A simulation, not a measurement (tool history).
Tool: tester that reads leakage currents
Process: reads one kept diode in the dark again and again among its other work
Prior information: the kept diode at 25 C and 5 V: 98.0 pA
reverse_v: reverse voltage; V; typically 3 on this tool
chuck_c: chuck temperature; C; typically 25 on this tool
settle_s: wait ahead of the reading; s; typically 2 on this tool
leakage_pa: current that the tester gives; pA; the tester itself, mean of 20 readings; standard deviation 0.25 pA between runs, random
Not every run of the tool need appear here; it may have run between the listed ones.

| run | hour | reverse_v | chuck_c | settle_s | leakage_pa |
|---|---|---|---|---|---|
| 1 | 0 | 3 | 25 | 2 | 80.61 |
| 2 | 37.2 | 16.86 | 25 | 2 | 161.08 |
| 3 | 83.2 | 3 | 25 | 2 | 80.35 |
| 4 | 108.4 | 3 | 25 | 0.43 | 81.92 |
| 5 | 150 | 5.57 | 25 | 2 | 103.13 |
| 6 | 188.5 | 5.57 | 25 | 2 | 103.05 |
| 7 | 210.9 | 3 | 25 | 2 | 80.31 |
| 8 | 234.9 | 3 | 25 | 2 | 81.37 |
| 9 | 264 | 3 | 25 | 2 | 80.34 |
| 10 | 293.9 | 3 | 25 | 2 | 80.78 |
| 11 | 320.4 | 3 | 25 | 2 | 80.98 |
| 12 | 359.3 | 3 | 25 | 2 | 81.05 |
| 13 | 391 | 3 | 25 | 2 | 80.74 |
| 14 | 433.5 | 3 | 25 | 2 | 80.07 |
| 15 | 486.9 | 3 | 25 | 2 | 80.92 |
| 16 | 514.7 | 3 | 25 | 2 | 80.83 |

What will run 17 give?
| 17 | 546.5 | 3 | 25 | 2 | ? |

leakage_pa: 80.85 pA
The same run, on a tool lacking any hidden state, would have yielded leakage_pa 80.92 pA.
